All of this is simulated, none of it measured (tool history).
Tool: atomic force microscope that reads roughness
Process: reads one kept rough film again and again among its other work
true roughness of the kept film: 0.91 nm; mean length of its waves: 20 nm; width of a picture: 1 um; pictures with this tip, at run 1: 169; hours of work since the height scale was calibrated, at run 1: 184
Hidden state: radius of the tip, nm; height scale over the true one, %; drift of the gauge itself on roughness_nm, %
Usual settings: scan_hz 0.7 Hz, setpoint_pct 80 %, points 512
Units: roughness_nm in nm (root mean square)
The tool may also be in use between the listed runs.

run   hour  scan_hz  setpoint_pct  points  pictures with this tip  hours of work since the height scale was calibrated  roughness_nm
  1      0      0.7            80     512                     169                                                  184         0.752
  2    9.4      0.7            80     512                     190                                                  191         0.753
  3   26.8    2.558            80     512                     227                                                  202         0.666
  4   39.3      0.7            80     512                     254                                                  211         0.733
  5   51.1      0.7            80     512                     280                                                  219         0.718
  6     64      0.7            80     347                     307                                                  227         0.712
  7   72.9      0.7            80     347                     327                                                  233           0.7
      79.5  -- new tip fitted
  8   91.3      0.7            80     347                      25                                                  245         0.789
  9  112.2    2.704            80     347                      70                                                  259         0.701
     114.8  -- height scale calibrated on a step standard
 10  126.4    2.704            80     347                      99                                                    8         0.689
 11  136.9      0.7            80     336                     121                                                   15         0.752
 12  152.2      0.7            80     811                     154                                                   25         0.781
 13    171      0.7            80     512                     195                                                   38         0.747
 14  182.1    2.326            57     320                     219                                                   45         0.738
 15  198.6      0.7            80     962                     254                                                   56         0.737
 16  208.7      0.7            71     295                     276                                                   63         0.719
 17  223.9    2.114            80     512                     309                                                   73         0.663
 18  235.5    1.931            55     267                     334                                                   81         0.698
     238.9  -- new tip fitted
     242.9  -- height scale calibrated on a step standard, once more
 19  255.7    1.931            55     267                      34                                                    9         0.779
 20  276.6    3.709            80     323                      79                                                   23          0.67
 21  289.6    3.709            80     323                     107                                                   31         0.657
 22  309.2    2.712            71     990                     150                                                   45         0.728
 23  329.5    3.955            81     260                     193                                                   58         0.622
 24  348.8    3.955            81     260                     235                                                   71           0.6
 25  364.9     3.65            57     886                     270                                                   82          0.71

4 ways to go on from here, each from the tool as it stands after run 25. What would each give?
  A  385.3      0.7            80     790                     314                                                   96             ?
  B  385.3    3.886            62     264                     314                                                   96             ?
  C  385.3    0.587            60     295                     314                                                   96             ?
  D  385.3    3.154            80     512                     314                                                   96             ?

run  roughness_nm
  A         0.706
  B         0.668
  C         0.719
  D          0.63
Without the tool's hidden state the same runs would have given:
run  roughness_nm
  A         0.798
  B         0.755
  C         0.811
  D         0.711
